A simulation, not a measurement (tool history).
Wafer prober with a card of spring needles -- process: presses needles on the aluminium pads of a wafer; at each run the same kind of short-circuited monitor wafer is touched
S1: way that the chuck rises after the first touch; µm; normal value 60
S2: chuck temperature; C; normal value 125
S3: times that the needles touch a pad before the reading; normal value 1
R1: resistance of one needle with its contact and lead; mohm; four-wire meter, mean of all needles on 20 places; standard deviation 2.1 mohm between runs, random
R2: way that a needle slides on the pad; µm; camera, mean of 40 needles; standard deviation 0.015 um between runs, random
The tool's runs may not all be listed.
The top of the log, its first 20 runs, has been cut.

run 21 hour=151.1 | S1=53 S2=49 S3=2 | R1=221 R2=9.3
-- hour=152 tips cleaned on abrasive film
run 22 hour=156.2 | S1=51 S2=29 S3=2 | R1=214 R2=8.95
run 23 hour=165.3 | S1=60 S2=82 S3=2 | R1=226 R2=10.56
-- hour=169 tips cleaned on abrasive film
run 24 hour=172.1 | S1=51 S2=82 S3=2 | R1=231 R2=8.96
run 25 hour=180.8 | S1=43 S2=82 S3=2 | R1=237 R2=7.58
-- hour=186.4 tips cleaned on abrasive film
run 26 hour=189.7 | S1=43 S2=82 S3=2 | R1=232 R2=7.59
run 27 hour=199.4 | S1=60 S2=115 S3=1 | R1=232 R2=10.59
-- hour=203.5 tips cleaned on abrasive film
run 28 hour=206.9 | S1=63 S2=125 S3=3 | R1=235 R2=11.1
run 29 hour=216.4 | S1=54 S2=125 S3=2 | R1=238 R2=9.55
-- hour=217.3 gauge calibrated
-- hour=220.2 tips cleaned on abrasive film
run 30 hour=221.8 | S1=53 S2=39 S3=2 | R1=216 R2=9.2
run 31 hour=226.8 | S1=62 S2=125 S3=1 | R1=232 R2=10.74
run 32 hour=236.1 | S1=62 S2=125 S3=1 | R1=231 R2=10.77
-- hour=237.3 tips cleaned on abrasive film
run 33 hour=240.2 | S1=74 S2=52 S3=2 | R1=217 R2=12.86

Below are 3 alternative next runs, each starting from the tool's condition after run 33. Predict each:
run A hour=246 | S1=48 S2=63 S3=2 | R1=? R2=?
run B hour=246 | S1=47 S2=87 S3=1 | R1=? R2=?
run C hour=246 | S1=65 S2=55 S3=1 | R1=? R2=?

run=A R1=222 R2=8.35
run=B R1=234 R2=8.17
run=C R1=219 R2=11.3
With the hidden condition removed and each run's random variation left untouched, the same runs would have given:
run=A R1=222 R2=8.33
run=B R1=233 R2=8.15
run=C R1=219 R2=11.27

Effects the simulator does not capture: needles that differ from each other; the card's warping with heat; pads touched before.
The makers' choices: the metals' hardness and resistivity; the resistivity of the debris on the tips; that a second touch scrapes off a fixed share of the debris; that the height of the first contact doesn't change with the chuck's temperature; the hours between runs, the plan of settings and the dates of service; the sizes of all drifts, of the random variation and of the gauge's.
